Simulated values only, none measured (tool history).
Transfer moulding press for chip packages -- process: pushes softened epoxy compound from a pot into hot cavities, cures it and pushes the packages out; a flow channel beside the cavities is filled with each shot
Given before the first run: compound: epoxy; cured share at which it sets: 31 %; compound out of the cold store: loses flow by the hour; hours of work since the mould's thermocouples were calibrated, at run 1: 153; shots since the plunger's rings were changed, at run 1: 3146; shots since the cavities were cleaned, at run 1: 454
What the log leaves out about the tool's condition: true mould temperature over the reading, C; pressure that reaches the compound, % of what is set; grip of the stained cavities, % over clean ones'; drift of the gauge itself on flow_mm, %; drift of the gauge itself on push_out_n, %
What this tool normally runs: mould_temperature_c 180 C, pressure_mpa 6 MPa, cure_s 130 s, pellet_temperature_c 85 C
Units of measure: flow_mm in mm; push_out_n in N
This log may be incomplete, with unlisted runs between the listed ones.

run	day	mould_temperature_c	pressure_mpa	cure_s	pellet_temperature_c	hours of work since the mould's thermocouples were calibrated	shots since the plunger's rings were changed	shots since the cavities were cleaned	incoming compound's hours out of the cold store	flow_mm	push_out_n
1	0	180	6	130	85	153	3146	454	47.4	462	625
# day 0.433: cavities cleaned with cleaning compound and waxed
2	2.008	180	6	130	85	173	3440	238	25.4	493	586
3	3.117	180	6	130	85	185	3607	405	44.1	464	622
# day 3.821: cavities cleaned with cleaning compound and waxed
4	5.242	180	6	130	85	206	3919	215	46.4	458	548
# day 7.279: cavities cleaned with cleaning compound and waxed
5	7.304	180	6	130	85	227	4221	4	35.8	470	485
6	9.496	180	6	130	85	250	4552	335	21.7	494	608
# day 10.633: cavities cleaned with cleaning compound and waxed
7	12.021	180	6	130	85	275	4923	209	41.9	456	565
8	13.242	180	6	130	90	288	5108	394	9.2	501	654
# day 14.154: cavities cleaned with cleaning compound and waxed
9	14.408	184	6	140	79	300	5274	38	17.2	481	402
10	16.054	187	5.27	137	83	317	5523	287	40	412	470
# day 17.488: cavities cleaned with cleaning compound and waxed
11	18.617	178	7.33	122	93	343	5900	171	13.7	545	749
# day 19.046: plunger's sealing rings changed
12	19.829	183	6.67	123	78	354	118	338	46	508	592
# day 21.046: cavities cleaned with cleaning compound and waxed
13	21.996	180	5.85	138	85	376	436	143	38.3	488	505

Each row is a separate what-if for the run after 13, all from the same tool condition, not one after another. Results?
A	24.071	180	6	143	85	398	749	456	33.1	?	?
B	24.071	173	6	120	94	398	749	456	30	?	?
C	24.071	175	4.91	166	85	398	749	456	47.5	?	?
D	24.071	180	5.85	159	80	398	749	456	41.9	?	?

run	flow_mm	push_out_n
A	503	561
B	528	1279
C	448	592
D	490	522
Without the tool's unlogged condition, the same runs would have read:
run	flow_mm	push_out_n
A	510	411
B	534	926
C	454	433
D	496	387

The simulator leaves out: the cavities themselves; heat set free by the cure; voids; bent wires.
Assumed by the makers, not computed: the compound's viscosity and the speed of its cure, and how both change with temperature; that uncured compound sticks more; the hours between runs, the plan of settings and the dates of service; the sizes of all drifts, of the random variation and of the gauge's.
